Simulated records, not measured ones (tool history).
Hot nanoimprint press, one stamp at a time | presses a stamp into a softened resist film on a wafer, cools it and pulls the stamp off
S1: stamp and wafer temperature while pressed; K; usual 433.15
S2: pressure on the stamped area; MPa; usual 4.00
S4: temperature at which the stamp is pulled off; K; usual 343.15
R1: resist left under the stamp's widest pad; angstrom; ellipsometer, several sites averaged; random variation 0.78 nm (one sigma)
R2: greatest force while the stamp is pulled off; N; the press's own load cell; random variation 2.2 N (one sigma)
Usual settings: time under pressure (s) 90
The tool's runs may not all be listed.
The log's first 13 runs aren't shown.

{"run": 14, "hour": 504.9, "S1": 438.15, "S2": 4.0, "time under pressure (s)": 90, "S4": 343.15, "R1": 858, "R2": 122}
{"run": 15, "hour": 537.9, "S1": 440.15, "S2": 4.0, "time under pressure (s)": 90, "S4": 343.15, "R1": 817, "R2": 127}
{"run": 16, "hour": 572.2, "S1": 440.15, "S2": 4.0, "time under pressure (s)": 52, "S4": 332.15, "R1": 998, "R2": 159}
{"run": 17, "hour": 610.8, "S1": 440.15, "S2": 4.0, "time under pressure (s)": 52, "S4": 332.15, "R1": 1015, "R2": 168}
{"hour": 675.5, "done": "stamp cleaned and given a new release coat"}
{"run": 18, "hour": 683.1, "S1": 433.15, "S2": 4.0, "time under pressure (s)": 90, "S4": 333.15, "R1": 1036, "R2": 113}
{"run": 19, "hour": 726.5, "S1": 433.15, "S2": 3.83, "time under pressure (s)": 128, "S4": 343.15, "R1": 959, "R2": 105}
{"run": 20, "hour": 771.0, "S1": 433.15, "S2": 4.0, "time under pressure (s)": 148, "S4": 343.15, "R1": 867, "R2": 116}
{"hour": 781.7, "done": "plate thermocouple calibrated"}
{"run": 21, "hour": 816.9, "S1": 433.15, "S2": 4.0, "time under pressure (s)": 148, "S4": 343.15, "R1": 848, "R2": 120}
{"run": 22, "hour": 884.2, "S1": 433.15, "S2": 2.74, "time under pressure (s)": 167, "S4": 343.15, "R1": 957, "R2": 128}
{"run": 23, "hour": 923.8, "S1": 440.15, "S2": 4.0, "time under pressure (s)": 90, "S4": 335.15, "R1": 824, "R2": 169}
{"run": 24, "hour": 953.9, "S1": 440.15, "S2": 4.0, "time under pressure (s)": 90, "S4": 335.15, "R1": 824, "R2": 166}
{"hour": 983.8, "done": "stamp cleaned and given a new release coat"}
{"run": 25, "hour": 997.0, "S1": 428.15, "S2": 3.16, "time under pressure (s)": 90, "S4": 343.15, "R1": 1314, "R2": 102}
{"run": 26, "hour": 1059.7, "S1": 428.15, "S2": 3.16, "time under pressure (s)": 90, "S4": 343.15, "R1": 1315, "R2": 111}
{"run": 27, "hour": 1096.4, "S1": 428.15, "S2": 3.16, "time under pressure (s)": 90, "S4": 343.15, "R1": 1324, "R2": 116}
{"hour": 1157.7, "done": "plate thermocouple calibrated"}
{"run": 28, "hour": 1163.5, "S1": 438.15, "S2": 4.05, "time under pressure (s)": 112, "S4": 343.15, "R1": 802, "R2": 126}
{"run": 29, "hour": 1210.2, "S1": 444.15, "S2": 3.07, "time under pressure (s)": 112, "S4": 343.15, "R1": 746, "R2": 136}
{"run": 30, "hour": 1251.2, "S1": 433.15, "S2": 2.57, "time under pressure (s)": 115, "S4": 343.15, "R1": 1116, "R2": 144}

Forecast each of these 3 alternatives for the next run:
{"hour": 1276.1, "done": "press's hydraulic seals changed and the load cell set to zero"}
{"hour": 1301.7, "done": "stamp cleaned and given a new release coat"}
{"run": "A", "hour": 1318.7, "S1": 433.15, "S2": 2.69, "time under pressure (s)": 115, "S4": 343.15, "R1": "?", "R2": "?"}
{"hour": 1276.1, "done": "press's hydraulic seals changed and the load cell set to zero"}
{"hour": 1301.7, "done": "stamp cleaned and given a new release coat"}
{"run": "B", "hour": 1318.7, "S1": 433.15, "S2": 4.0, "time under pressure (s)": 103, "S4": 345.15, "R1": "?", "R2": "?"}
{"hour": 1276.1, "done": "press's hydraulic seals changed and the load cell set to zero"}
{"hour": 1301.7, "done": "stamp cleaned and given a new release coat"}
{"run": "C", "hour": 1318.7, "S1": 422.15, "S2": 2.57, "time under pressure (s)": 115, "S4": 343.15, "R1": "?", "R2": "?"}

run=A R1=1086 R2=99
run=B R1=971 R2=97
run=C R1=1504 R2=100
Without the tool's hidden state the same runs would have given:
run=A R1=1076 R2=96
run=B R1=961 R2=94
run=C R1=1493 R2=96

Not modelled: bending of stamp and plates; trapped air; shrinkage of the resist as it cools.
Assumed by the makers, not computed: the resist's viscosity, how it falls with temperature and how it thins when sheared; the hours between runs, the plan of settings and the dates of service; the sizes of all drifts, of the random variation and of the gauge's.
